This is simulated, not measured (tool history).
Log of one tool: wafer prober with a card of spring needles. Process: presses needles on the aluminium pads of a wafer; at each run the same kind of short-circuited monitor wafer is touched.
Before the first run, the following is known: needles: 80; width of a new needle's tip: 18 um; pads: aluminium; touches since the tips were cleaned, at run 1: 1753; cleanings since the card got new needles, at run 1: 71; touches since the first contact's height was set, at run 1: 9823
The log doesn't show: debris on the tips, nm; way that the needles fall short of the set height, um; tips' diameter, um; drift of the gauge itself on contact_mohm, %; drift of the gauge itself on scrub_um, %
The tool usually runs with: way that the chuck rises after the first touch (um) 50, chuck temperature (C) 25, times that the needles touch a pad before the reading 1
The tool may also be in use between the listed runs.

run,hour,way that the chuck rises after the first touch (um),chuck temperature (C),times that the needles touch a pad before the reading,touches since the tips were cleaned,cleanings since the card got new needles,touches since the first contact's height was set,resistance of one needle with its contact and lead (mohm),way that a needle slides on the pad (um)
1,0,50,25,1,1753,71,9823,302,11.44
# hour 30.1: tips cleaned on abrasive film
# hour 70.7: tips cleaned on abrasive film
2,73.1,50,25,2,519,73,25568,256,11.34
# hour 111.2: tips cleaned on abrasive film
3,123.3,50,25,2,2606,74,36393,281,11.25
# hour 151.1: tips cleaned on abrasive film
4,159.8,50,25,2,1876,75,44266,273,11.32
# hour 192.4: tips cleaned on abrasive film
5,222.6,50,25,2,6533,76,57825,311,11.22
# hour 233.2: tips cleaned on abrasive film
# hour 271.6: tips cleaned on abrasive film
6,272.4,50,25,2,160,78,68523,246,11.29
# hour 313.7: tips cleaned on abrasive film
7,323.6,50,25,1,2142,79,79576,309,11.25
# hour 354.4: tips cleaned on abrasive film
8,379.1,50,120,1,5339,80,91540,367,11.23
# hour 393: tips cleaned on abrasive film
9,424.5,50,120,1,6806,81,101338,370,11.15
# hour 431.7: tips cleaned on abrasive film
# hour 470.3: tips cleaned on abrasive film
10,484.9,50,25,1,3149,83,114341,332,11.22
# hour 491.8: height of the first contact set anew
# hour 511.6: tips cleaned on abrasive film
# hour 552.3: tips cleaned on abrasive film
11,559.6,50,25,1,1571,85,14614,311,10.95
# hour 592.9: tips cleaned on abrasive film
12,610.2,50,25,1,3736,86,25532,345,10.92
# hour 631.6: tips cleaned on abrasive film
# hour 672.1: tips cleaned on abrasive film
13,672.1,50,25,1,0,88,38858,251,10.8
# hour 712.4: tips cleaned on abrasive film
14,732.7,50,25,1,4374,89,51927,355,10.79
# hour 753.3: tips cleaned on abrasive film
15,771.3,50,25,1,3886,90,60246,340,10.84
# hour 792.9: tips cleaned on abrasive film
# hour 831: tips cleaned on abrasive film
16,843.6,68,43,1,2712,92,75819,290,14.81
# hour 875: tips cleaned on abrasive film
# hour 908.4: height of the first contact set anew, once more
# hour 914.2: tips cleaned on abrasive film
17,914.9,54,40,1,139,94,1377,251,12.3
# hour 954.7: tips cleaned on abrasive film
18,975.6,35,76,1,4530,95,14481,469,7.99
# hour 997.7: tips cleaned on abrasive film
# hour 1038.3: tips cleaned on abrasive film
19,1040.7,43,25,2,521,97,28505,262,9.7
# hour 1078: tips cleaned on abrasive film
20,1105.4,43,25,2,5913,98,42448,344,9.66
# hour 1121.4: tips cleaned on abrasive film
# hour 1159.1: tips cleaned on abrasive film
21,1177.7,44,52,2,4022,100,58045,325,9.92
# hour 1197.4: tips cleaned on abrasive film
22,1215.5,30,25,1,3915,101,66186,554,6.77
# hour 1235.7: tips cleaned on abrasive film
23,1266.2,30,25,1,6599,102,77121,629,6.68
# hour 1276.4: tips cleaned on abrasive film
# hour 1317.3: tips cleaned on abrasive film
24,1341.5,30,25,1,5232,104,93342,590,6.69
# hour 1358.4: tips cleaned on abrasive film
25,1377.6,58,29,3,4152,105,101131,266,12.94
# hour 1397.8: tips cleaned on abrasive film
26,1430.9,45,25,1,7155,106,112621,417,9.98
# hour 1437.8: tips cleaned on abrasive film
# hour 1464.2: height of the first contact set anew
# hour 1481.5: tips cleaned on abrasive film
27,1496.9,34,60,3,3328,108,7046,333,7.77

Run 28 comes next. What will it give?
# hour 1522.4: tips cleaned on abrasive film
28,1551,34,60,3,6170,109,18712,?,?

Logged for run 28: resistance of one needle with its contact and lead (mohm) 352, way that a needle slides on the pad (um) 7.77.
If the tool had no hidden condition, the same run with the same run-to-run variation would have returned resistance of one needle with its contact and lead (mohm) 256, way that a needle slides on the pad (um) 7.81.
